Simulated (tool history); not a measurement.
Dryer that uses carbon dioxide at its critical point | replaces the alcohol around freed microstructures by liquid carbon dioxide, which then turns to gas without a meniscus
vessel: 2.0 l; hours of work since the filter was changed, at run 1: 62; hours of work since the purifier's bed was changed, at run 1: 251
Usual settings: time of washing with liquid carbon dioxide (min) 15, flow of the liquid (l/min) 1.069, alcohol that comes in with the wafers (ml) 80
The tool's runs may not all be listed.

run	hour	time of washing with liquid carbon dioxide (min)	flow of the liquid (l/min)	alcohol that comes in with the wafers (ml)	hours of work since the filter was changed	hours of work since the purifier's bed was changed	alcohol left in the vessel before it's heated (ppm by volume)
1	0	15	1.069	80	62	251	123
2	64.6	16	1.069	80	83	272	97
3	125.3	11	1.069	80	104	292	529
4	183.3	11	1.069	64	123	312	438
5	232.2	15	1.069	30	139	328	73
6	286.1	15	1.069	30	157	346	78
7	352.1	15	1.069	30	179	368	89
8	387.1	15	1.069	80	191	380	153
9	449.8	15	1.069	80	212	401	151
10	503.2	15	1.069	24	230	418	80
11	570.6	15	1.069	24	252	441	71
12	616.9	15	1.069	24	267	456	92
13	675.7	15	0.95	24	287	476	124
14	710.4	15	0.95	24	299	488	128
15	777.4	15	1.15	38	321	510	85
16	833.9	11	0.64	46	340	529	2137
17	895	11	0.64	46	360	549	2121
18	941.2	18	1.069	80	376	565	105
19	1009.4	11	1.069	58	398	587	591
20	1038.2	11	1.069	58	408	597	590
21	1070	9	0.73	80	419	607	4658
# hour 1081.2: inlet filter changed
22	1117.7	9	1.58	80	12	623	213
23	1171.1	9	1.58	80	30	641	218
24	1199.6	10	1.3	38	39	650	186
25	1245.5	19	1.3	106	55	666	56
26	1276.5	22	0.88	112	65	676	99
27	1338.8	15	1.22	72	86	697	85

5 ways to go on from here, each from the tool as it stands after run 27. What would each give?
A	1374.8	9	1.27	80	98	709	?
B	1374.8	22	1.069	80	98	709	?
C	1374.8	21	1.069	77	98	709	?
D	1374.8	15	1.069	36	98	709	?
E	1374.8	12	1.27	117	98	709	?

run	alcohol left in the vessel before it's heated (ppm by volume)
A	613
B	74
C	64
D	120
E	252
Without the tool's hidden state the same runs would have given:
run	alcohol left in the vessel before it's heated (ppm by volume)
A	479
B	16
C	6
D	55
E	159
